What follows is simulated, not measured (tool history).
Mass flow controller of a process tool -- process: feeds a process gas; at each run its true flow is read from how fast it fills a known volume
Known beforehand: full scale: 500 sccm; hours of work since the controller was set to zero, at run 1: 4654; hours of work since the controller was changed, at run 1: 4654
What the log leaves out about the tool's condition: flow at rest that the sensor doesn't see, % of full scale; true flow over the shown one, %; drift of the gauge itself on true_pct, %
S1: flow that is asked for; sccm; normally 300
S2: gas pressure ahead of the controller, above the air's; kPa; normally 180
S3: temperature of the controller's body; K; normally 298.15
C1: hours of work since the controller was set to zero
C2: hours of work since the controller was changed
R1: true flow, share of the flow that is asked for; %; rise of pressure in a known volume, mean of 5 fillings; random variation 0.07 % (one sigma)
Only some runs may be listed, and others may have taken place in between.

run 1 day=0 | S1=300 S2=180 S3=298.15 | C1=4654 C2=4654 | R1=99.5
run 2 day=13.083 | S1=300 S2=180 S3=298.15 | C1=4851 C2=4851 | R1=99.63
run 3 day=21.479 | S1=300 S2=180 S3=298.15 | C1=4977 C2=4977 | R1=99.34
run 4 day=34.475 | S1=300 S2=180 S3=307.15 | C1=5174 C2=5174 | R1=100.11
run 5 day=51.058 | S1=300 S2=180 S3=307.15 | C1=5424 C2=5424 | R1=100.39
run 6 day=63.842 | S1=300 S2=180 S3=307.15 | C1=5616 C2=5616 | R1=100.17
run 7 day=81.421 | S1=300 S2=180 S3=307.15 | C1=5882 C2=5882 | R1=100.24
run 8 day=93.375 | S1=300 S2=180 S3=307.15 | C1=6062 C2=6062 | R1=100.11
run 9 day=111.292 | S1=300 S2=180 S3=298.15 | C1=6332 C2=6332 | R1=99.62
run 10 day=120.092 | S1=300 S2=180 S3=298.15 | C1=6465 C2=6465 | R1=99.52
run 11 day=135.4 | S1=300 S2=180 S3=298.15 | C1=6696 C2=6696 | R1=99.66
-- day=144.925 controller's zero set anew
run 12 day=149.962 | S1=300 S2=180 S3=298.15 | C1=76 C2=6915 | R1=97.5
run 13 day=158.017 | S1=300 S2=180 S3=298.15 | C1=197 C2=7036 | R1=97.54
run 14 day=174.45 | S1=300 S2=180 S3=298.15 | C1=445 C2=7284 | R1=97.47
run 15 day=190.633 | S1=300 S2=175 S3=298.15 | C1=689 C2=7528 | R1=97.57
run 16 day=200.5 | S1=300 S2=175 S3=298.15 | C1=838 C2=7677 | R1=97.51
run 17 day=213.075 | S1=300 S2=175 S3=298.15 | C1=1028 C2=7867 | R1=97.53
run 18 day=225.042 | S1=300 S2=175 S3=298.15 | C1=1208 C2=8047 | R1=97.67
run 19 day=236.879 | S1=191 S2=145 S3=298.15 | C1=1387 C2=8226 | R1=97.74
run 20 day=247.512 | S1=191 S2=145 S3=298.15 | C1=1547 C2=8386 | R1=97.92
run 21 day=262.446 | S1=262 S2=145 S3=301.15 | C1=1772 C2=8611 | R1=98.07
run 22 day=274.821 | S1=183 S2=145 S3=301.15 | C1=1959 C2=8798 | R1=98.25
run 23 day=288.262 | S1=183 S2=145 S3=304.15 | C1=2162 C2=9001 | R1=98.58
run 24 day=296.679 | S1=68 S2=213 S3=298.15 | C1=2289 C2=9128 | R1=99.47
run 25 day=312.158 | S1=146 S2=229 S3=304.15 | C1=2522 C2=9361 | R1=98.31
run 26 day=326.025 | S1=83 S2=217 S3=304.15 | C1=2731 C2=9570 | R1=99.83
run 27 day=341.05 | S1=73 S2=180 S3=298.15 | C1=2958 C2=9797 | R1=100.42
run 28 day=348.408 | S1=300 S2=180 S3=299.15 | C1=3069 C2=9908 | R1=97.98
run 29 day=363.217 | S1=300 S2=180 S3=299.15 | C1=3292 C2=10131 | R1=98.02
run 30 day=375.733 | S1=248 S2=172 S3=303.15 | C1=3481 C2=10320 | R1=98.35
run 31 day=390.058 | S1=393 S2=149 S3=301.15 | C1=3697 C2=10536 | R1=98.52
run 32 day=401.438 | S1=300 S2=229 S3=298.15 | C1=3869 C2=10708 | R1=97.76
run 33 day=414.229 | S1=300 S2=150 S3=298.15 | C1=4062 C2=10901 | R1=98.14
run 34 day=427.129 | S1=93 S2=147 S3=296.15 | C1=4256 C2=11095 | R1=100.66

Results per run with the tool's hidden condition removed, run-to-run variation unchanged:
run=1 R1=99.46
run=2 R1=99.57
run=3 R1=99.27
run=4 R1=100.01
run=5 R1=100.26
run=6 R1=100.02
run=7 R1=100.06
run=8 R1=99.92
run=9 R1=99.4
run=10 R1=99.29
run=11 R1=99.4
run=12 R1=99.36
run=13 R1=99.38
run=14 R1=99.29
run=15 R1=99.37
run=16 R1=99.29
run=17 R1=99.28
run=18 R1=99.4
run=19 R1=99.14
run=20 R1=99.27
run=21 R1=99.63
run=22 R1=99.42
run=23 R1=99.68
run=24 R1=98.16
run=25 R1=98.88
run=26 R1=98.71
run=27 R1=98.51
run=28 R1=99.48
run=29 R1=99.49
run=30 R1=99.52
run=31 R1=100.25
run=32 R1=99.15
run=33 R1=99.5
run=34 R1=98.56
